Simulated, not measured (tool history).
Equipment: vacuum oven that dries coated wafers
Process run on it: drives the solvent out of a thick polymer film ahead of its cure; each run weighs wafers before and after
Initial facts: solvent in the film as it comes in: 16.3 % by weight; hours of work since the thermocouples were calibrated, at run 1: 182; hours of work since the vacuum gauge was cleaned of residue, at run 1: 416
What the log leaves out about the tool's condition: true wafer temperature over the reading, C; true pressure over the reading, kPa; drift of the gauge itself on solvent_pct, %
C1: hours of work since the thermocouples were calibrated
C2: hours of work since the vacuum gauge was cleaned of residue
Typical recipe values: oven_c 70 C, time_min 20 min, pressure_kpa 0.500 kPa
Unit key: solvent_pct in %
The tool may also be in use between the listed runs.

Run 1, hour 0.0: usual settings; C1 182; C2 416. Result: solvent_pct 2.30 %.
Run 2, hour 43.9: usual settings; C1 205; C2 438. Result: solvent_pct 2.35 %.
Run 3, hour 75.5: usual settings; C1 221; C2 454. Result: solvent_pct 2.34 %.
Run 4, hour 132.2: usual settings but oven_c 59 C; C1 250; C2 483. Result: solvent_pct 5.91 %.
Run 5, hour 187.2: usual settings; C1 278; C2 511. Result: solvent_pct 2.44 %.
Run 6, hour 218.8: usual settings but oven_c 56 C; C1 294; C2 527. Result: solvent_pct 6.93 %.
Run 7, hour 245.0: usual settings; C1 307; C2 540. Result: solvent_pct 2.40 %.
Run 8, hour 271.7: usual settings but oven_c 69 C; C1 321; C2 554. Result: solvent_pct 2.57 %.
Run 9, hour 318.5: usual settings but oven_c 69 C; C1 345; C2 578. Result: solvent_pct 2.56 %.
Run 10, hour 356.9: usual settings but time_min 32 min; C1 364; C2 598. Result: solvent_pct 1.15 %.
Run 11, hour 391.1: usual settings; C1 382; C2 615. Result: solvent_pct 2.40 %.
Run 12, hour 445.8: usual settings but pressure_kpa 0.749 kPa; C1 409; C2 643. Result: solvent_pct 2.63 %.
Run 13, hour 502.0: usual settings but pressure_kpa 0.749 kPa; C1 438; C2 672. Result: solvent_pct 2.71 %.
Run 14, hour 533.1: usual settings but time_min 22 min; C1 454; C2 687. Result: solvent_pct 2.16 %.
Run 15, hour 589.7: usual settings but time_min 22 min; C1 483; C2 716. Result: solvent_pct 2.07 %.
Run 16, hour 615.9: usual settings; C1 496; C2 730. Result: solvent_pct 2.51 %.
Run 17, hour 670.3: usual settings; C1 524; C2 757. Result: solvent_pct 2.43 %.
Run 18, hour 706.6: usual settings but time_min 11 min, pressure_kpa 0.752 kPa; C1 543; C2 776. Result: solvent_pct 5.31 %.
Run 19, hour 760.2: usual settings but pressure_kpa 1.163 kPa; C1 570; C2 803. Result: solvent_pct 2.99 %.
Run 20, hour 787.0: usual settings but oven_c 57 C, pressure_kpa 0.453 kPa; C1 584; C2 817. Result: solvent_pct 6.92 %.
Run 21, hour 838.0: usual settings but time_min 35 min, pressure_kpa 1.699 kPa; C1 610; C2 843. Result: solvent_pct 1.85 %.
Run 22, hour 884.4: usual settings but time_min 35 min, pressure_kpa 1.699 kPa; C1 633; C2 867. Result: solvent_pct 1.91 %.
Run 23, hour 931.5: usual settings but oven_c 82 C, time_min 22 min, pressure_kpa 0.458 kPa; C1 657; C2 891. Result: solvent_pct 0.51 %.
Run 24, hour 955.9: usual settings but oven_c 66 C, pressure_kpa 0.610 kPa; C1 670; C2 903. Result: solvent_pct 3.83 %.
Run 25, hour 996.3: usual settings but oven_c 66 C, pressure_kpa 0.610 kPa; C1 690; C2 924. Result: solvent_pct 3.96 %.
Run 26, hour 1031.1: usual settings but oven_c 66 C, time_min 22 min, pressure_kpa 0.339 kPa; C1 708; C2 941. Result: solvent_pct 3.32 %.
Run 27, hour 1054.6: usual settings but oven_c 66 C, time_min 22 min, pressure_kpa 0.339 kPa; C1 720; C2 953. Result: solvent_pct 3.40 %.
Run 28, hour 1092.2: usual settings but oven_c 66 C, time_min 22 min, pressure_kpa 0.339 kPa; C1 739; C2 973. Result: solvent_pct 3.37 %.
Run 29, hour 1122.8: usual settings but oven_c 66 C, time_min 22 min, pressure_kpa 0.339 kPa; C1 755; C2 988. Result: solvent_pct 3.51 %.
Run 30, hour 1159.1: usual settings but oven_c 64 C, time_min 10 min, pressure_kpa 0.283 kPa; C1 773; C2 1007. Result: solvent_pct 7.54 %.
Run 31, hour 1212.8: usual settings but oven_c 77 C, time_min 12 min; C1 801; C2 1034. Result: solvent_pct 2.69 %.
Run 32, hour 1237.0: usual settings but oven_c 79 C; C1 813; C2 1046. Result: solvent_pct 0.93 %.
Run 33, hour 1292.7: usual settings but pressure_kpa 0.342 kPa; C1 841; C2 1075. Result: solvent_pct 2.65 %.
Run 34, hour 1342.4: usual settings but pressure_kpa 0.342 kPa; C1 867; C2 1100. Result: solvent_pct 2.73 %.

Consider 3 possible next runs. They are alternatives, not a sequence: every one starts from the tool as it was left by run 34. What does each give?
Run A, hour 1395.8: usual settings but oven_c 57 C, pressure_kpa 1.336 kPa; C1 894; C2 1127. Result: solvent_pct ?.
Run B, hour 1395.8: usual settings but oven_c 64 C, pressure_kpa 1.338 kPa; C1 894; C2 1127. Result: solvent_pct ?.
Run C, hour 1395.8: usual settings but time_min 16 min, pressure_kpa 0.342 kPa; C1 894; C2 1127. Result: solvent_pct ?.

run  solvent_pct
  A         7.85
  B         5.24
  C         3.69
Without the tool's hidden state the same runs would have given:
run  solvent_pct
  A         6.73
  B         4.18
  C         2.78
